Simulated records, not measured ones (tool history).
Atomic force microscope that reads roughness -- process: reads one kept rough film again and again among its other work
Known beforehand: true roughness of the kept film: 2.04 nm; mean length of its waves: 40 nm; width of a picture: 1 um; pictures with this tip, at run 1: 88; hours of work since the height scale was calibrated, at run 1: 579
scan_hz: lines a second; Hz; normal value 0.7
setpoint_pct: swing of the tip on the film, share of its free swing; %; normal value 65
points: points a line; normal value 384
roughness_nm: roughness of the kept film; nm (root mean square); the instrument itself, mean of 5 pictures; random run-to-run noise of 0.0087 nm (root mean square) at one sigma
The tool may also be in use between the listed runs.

run	hour	scan_hz	setpoint_pct	points	pictures with this tip	hours of work since the height scale was calibrated	roughness_nm
1	0	0.7	65	384	88	579	1.869
2	17.8	2.078	65	384	118	593	1.746
3	28.1	2.078	65	384	136	601	1.739
4	38.9	0.7	65	384	155	610	1.796
5	49.5	0.7	65	384	173	619	1.798
# hour 53.5: new tip fitted
6	58	0.7	65	384	8	625	1.94
7	71.5	0.7	65	384	31	636	1.91
8	81.1	0.7	65	384	48	643	1.903
9	97.1	0.7	61	384	75	656	1.889
10	112.3	0.7	61	384	101	668	1.867
11	124.7	0.7	61	384	123	678	1.843
12	139.3	0.7	61	384	148	690	1.815
13	155.2	0.7	61	384	175	702	1.79
# hour 156.9: new tip fitted
14	165	0.7	65	384	13	710	1.946
15	181.8	0.7	65	452	42	723	1.901
16	189.7	0.7	65	452	56	729	1.901
17	197.4	0.7	65	452	69	736	1.88
18	209.1	0.7	66	452	89	745	1.859
19	226.2	0.7	66	452	119	759	1.838
20	242	0.7	66	452	146	771	1.819
21	253.7	0.7	66	452	166	780	1.803
# hour 261.1: new tip fitted
22	266.6	0.7	65	384	10	790	1.94
23	283.6	0.7	65	384	39	804	1.925
24	299.7	0.7	65	384	67	817	1.894
25	318.4	0.7	65	384	99	832	1.863
26	334.1	1.807	88	384	126	844	1.552
27	347.2	1.807	88	384	149	855	1.53
28	357.7	1.807	88	384	167	863	1.517
# hour 365.2: new tip fitted
29	372.2	1.807	88	617	12	874	1.644
30	388.5	0.585	73	384	40	887	1.894
31	404	0.585	73	384	67	899	1.874
32	413.9	0.585	87	261	84	907	1.797
33	430	2.952	65	663	112	920	1.717
34	448.7	1.477	66	1003	144	935	1.794
35	461.4	0.665	69	998	166	945	1.808
# hour 469.3: new tip fitted
36	471.2	1.25	89	384	3	953	1.737
37	488.7	1.981	60	384	33	967	1.867
38	499.9	0.7	59	325	52	975	1.925
39	511.5	1.614	65	291	72	985	1.824
40	529.2	1.89	62	358	103	999	1.815
41	542.8	0.837	65	384	126	1010	1.833
42	561.3	3.106	62	317	158	1024	1.706
# hour 573.1: new tip fitted
43	579.9	1.873	74	436	11	1039	1.796
44	589.6	2.936	87	556	28	1047	1.499
45	603.2	2.936	87	556	51	1057	1.474
46	619.1	2.631	62	384	79	1070	1.795
47	632.9	0.7	65	653	103	1081	1.861
48	645.3	0.7	65	653	124	1091	1.84

Hidden state at the last listed run before each entry between runs and at the first one after, where it differs:
Run 5 -> run 6: new tip fitted (hour 53.5)
  radius of the tip, nm: 23 -> 6.1
  measured value less the no-hidden-state value, roughness_nm: -0.146 -> +0.003 nm (root mean square)
Run 13 -> run 14: new tip fitted (hour 156.9)
  radius of the tip, nm: 23 -> 6.5; height scale over the true one, %: 0.75 -> 0.76
  measured value less the no-hidden-state value, roughness_nm: -0.144 -> +0 nm (root mean square)
Run 21 -> run 22: new tip fitted (hour 261.1)
  radius of the tip, nm: 21.7 -> 6.4; height scale over the true one, %: 0.83 -> 0.84
  measured value less the no-hidden-state value, roughness_nm: -0.131 -> +0.004 nm (root mean square)
Run 28 -> run 29: new tip fitted (hour 365.2)
  radius of the tip, nm: 22 -> 6.5; height scale over the true one, %: 0.92 -> 0.93
  measured value less the no-hidden-state value, roughness_nm: -0.111 -> +0.004 nm (root mean square)
Run 35 -> run 36: new tip fitted (hour 469.3)
  radius of the tip, nm: 21.1 -> 5.4; height scale over the true one, %: 1.01 -> 1.02
  measured value less the no-hidden-state value, roughness_nm: -0.124 -> +0.014 nm (root mean square)
Run 42 -> run 43: new tip fitted (hour 573.1)
  radius of the tip, nm: 20.7 -> 6.8; height scale over the true one, %: 1.1 -> 1.11
  measured value less the no-hidden-state value, roughness_nm: -0.112 -> +0.004 nm (root mean square)
